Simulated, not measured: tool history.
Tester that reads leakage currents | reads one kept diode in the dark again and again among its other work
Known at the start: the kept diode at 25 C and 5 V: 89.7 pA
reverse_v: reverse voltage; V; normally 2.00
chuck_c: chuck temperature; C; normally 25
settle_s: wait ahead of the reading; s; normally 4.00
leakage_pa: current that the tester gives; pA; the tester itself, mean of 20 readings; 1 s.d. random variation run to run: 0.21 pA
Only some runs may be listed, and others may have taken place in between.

{"run": 1, "hour": 0.0, "reverse_v": 2.0, "chuck_c": 25, "settle_s": 4.0, "leakage_pa": 71.83}
{"run": 2, "hour": 35.6, "reverse_v": 2.0, "chuck_c": 25, "settle_s": 4.0, "leakage_pa": 71.8}
{"run": 3, "hour": 78.7, "reverse_v": 2.0, "chuck_c": 25, "settle_s": 4.0, "leakage_pa": 72.47}
{"run": 4, "hour": 131.3, "reverse_v": 2.0, "chuck_c": 25, "settle_s": 4.0, "leakage_pa": 72.86}
{"run": 5, "hour": 181.8, "reverse_v": 2.0, "chuck_c": 25, "settle_s": 4.0, "leakage_pa": 72.86}
{"run": 6, "hour": 205.8, "reverse_v": 2.0, "chuck_c": 25, "settle_s": 4.0, "leakage_pa": 73.08}
{"run": 7, "hour": 235.3, "reverse_v": 2.0, "chuck_c": 25, "settle_s": 4.0, "leakage_pa": 73.34}
{"run": 8, "hour": 286.6, "reverse_v": 2.0, "chuck_c": 25, "settle_s": 4.0, "leakage_pa": 73.46}
{"run": 9, "hour": 322.8, "reverse_v": 2.0, "chuck_c": 25, "settle_s": 4.0, "leakage_pa": 73.62}
{"run": 10, "hour": 355.8, "reverse_v": 7.23, "chuck_c": 25, "settle_s": 4.0, "leakage_pa": 111.91}
{"run": 11, "hour": 388.3, "reverse_v": 7.23, "chuck_c": 25, "settle_s": 4.0, "leakage_pa": 112.24}
{"run": 12, "hour": 420.6, "reverse_v": 7.23, "chuck_c": 25, "settle_s": 4.0, "leakage_pa": 112.64}
{"run": 13, "hour": 455.6, "reverse_v": 7.23, "chuck_c": 25, "settle_s": 4.0, "leakage_pa": 112.57}
{"run": 14, "hour": 485.4, "reverse_v": 7.23, "chuck_c": 25, "settle_s": 4.0, "leakage_pa": 113.58}
{"run": 15, "hour": 520.1, "reverse_v": 2.0, "chuck_c": 25, "settle_s": 0.56, "leakage_pa": 76.1}
{"run": 16, "hour": 560.8, "reverse_v": 4.16, "chuck_c": 25, "settle_s": 0.56, "leakage_pa": 97.27}
{"run": 17, "hour": 586.6, "reverse_v": 4.16, "chuck_c": 25, "settle_s": 0.56, "leakage_pa": 97.41}
{"run": 18, "hour": 622.4, "reverse_v": 4.16, "chuck_c": 25, "settle_s": 0.56, "leakage_pa": 97.59}
{"run": 19, "hour": 644.1, "reverse_v": 4.16, "chuck_c": 25, "settle_s": 0.56, "leakage_pa": 98.19}
{"run": 20, "hour": 668.4, "reverse_v": 7.23, "chuck_c": 43, "settle_s": 1.73, "leakage_pa": 390.36}
{"hour": 675.9, "done": "probe card cleaned and baked"}
{"run": 21, "hour": 710.8, "reverse_v": 4.03, "chuck_c": 25, "settle_s": 4.0, "leakage_pa": 96.04}
{"run": 22, "hour": 761.6, "reverse_v": 4.03, "chuck_c": 25, "settle_s": 4.0, "leakage_pa": 96.67}
{"hour": 768.6, "done": "probe card cleaned and baked, once more"}
{"run": 23, "hour": 806.3, "reverse_v": 4.03, "chuck_c": 25, "settle_s": 4.0, "leakage_pa": 93.2}
{"run": 24, "hour": 846.4, "reverse_v": 1.13, "chuck_c": 46, "settle_s": 3.42, "leakage_pa": 267.88}
{"run": 25, "hour": 893.3, "reverse_v": 1.13, "chuck_c": 46, "settle_s": 3.42, "leakage_pa": 268.21}
{"run": 26, "hour": 933.2, "reverse_v": 1.13, "chuck_c": 46, "settle_s": 3.42, "leakage_pa": 269.28}
{"run": 27, "hour": 983.6, "reverse_v": 11.87, "chuck_c": 25, "settle_s": 4.0, "leakage_pa": 133.01}
{"run": 28, "hour": 1036.2, "reverse_v": 2.1, "chuck_c": 28, "settle_s": 0.36, "leakage_pa": 98.49}
{"run": 29, "hour": 1088.9, "reverse_v": 2.0, "chuck_c": 50, "settle_s": 0.73, "leakage_pa": 420.63}
{"run": 30, "hour": 1130.9, "reverse_v": 19.01, "chuck_c": 25, "settle_s": 1.18, "leakage_pa": 160.22}
{"run": 31, "hour": 1174.3, "reverse_v": 19.01, "chuck_c": 25, "settle_s": 1.18, "leakage_pa": 161.3}
{"run": 32, "hour": 1226.0, "reverse_v": 4.97, "chuck_c": 27, "settle_s": 1.18, "leakage_pa": 120.26}
{"run": 33, "hour": 1258.6, "reverse_v": 4.97, "chuck_c": 39, "settle_s": 1.18, "leakage_pa": 274.21}
{"run": 34, "hour": 1303.3, "reverse_v": 11.09, "chuck_c": 25, "settle_s": 4.0, "leakage_pa": 133.64}
{"run": 35, "hour": 1333.0, "reverse_v": 16.33, "chuck_c": 34, "settle_s": 0.79, "leakage_pa": 288.91}
{"run": 36, "hour": 1357.5, "reverse_v": 1.07, "chuck_c": 34, "settle_s": 0.32, "leakage_pa": 123.24}
{"run": 37, "hour": 1392.3, "reverse_v": 2.0, "chuck_c": 25, "settle_s": 2.45, "leakage_pa": 78.71}
{"hour": 1415.2, "done": "chuck's temperature calibrated"}
{"run": 38, "hour": 1434.3, "reverse_v": 2.0, "chuck_c": 25, "settle_s": 2.45, "leakage_pa": 70.04}

Some steps in leakage_pa, run to run, broken into two amounts with sign: the step expected even without the hidden condition (settings, incoming material, random variation), and the rest, left for the hidden condition together with whatever gauge scatter is not in both the measured and the hidden-condition-free result:
Hidden state at play: stray current of the dirty probe card, pA a volt; current scale over the true one, %; true chuck temperature over the reading, C; drift of the gauge itself on leakage_pa, %.
Run 19 -> 20: reverse_v 4.16 -> 7.23, chuck_c 25 -> 43, settle_s 0.56 -> 1.73. leakage_pa +292.17 pA: hidden state +23.94, all else +268.23.
Run 20 -> 21: reverse_v 7.23 -> 4.03, chuck_c 43 -> 25, settle_s 1.73 -> 4.00, probe card cleaned and baked. leakage_pa -294.32 pA: hidden state -22.54, all else -271.78.
Run 28 -> 29: reverse_v 2.10 -> 2.00, chuck_c 28 -> 50, settle_s 0.36 -> 0.73. leakage_pa +322.14 pA: hidden state +30.66, all else +291.48.
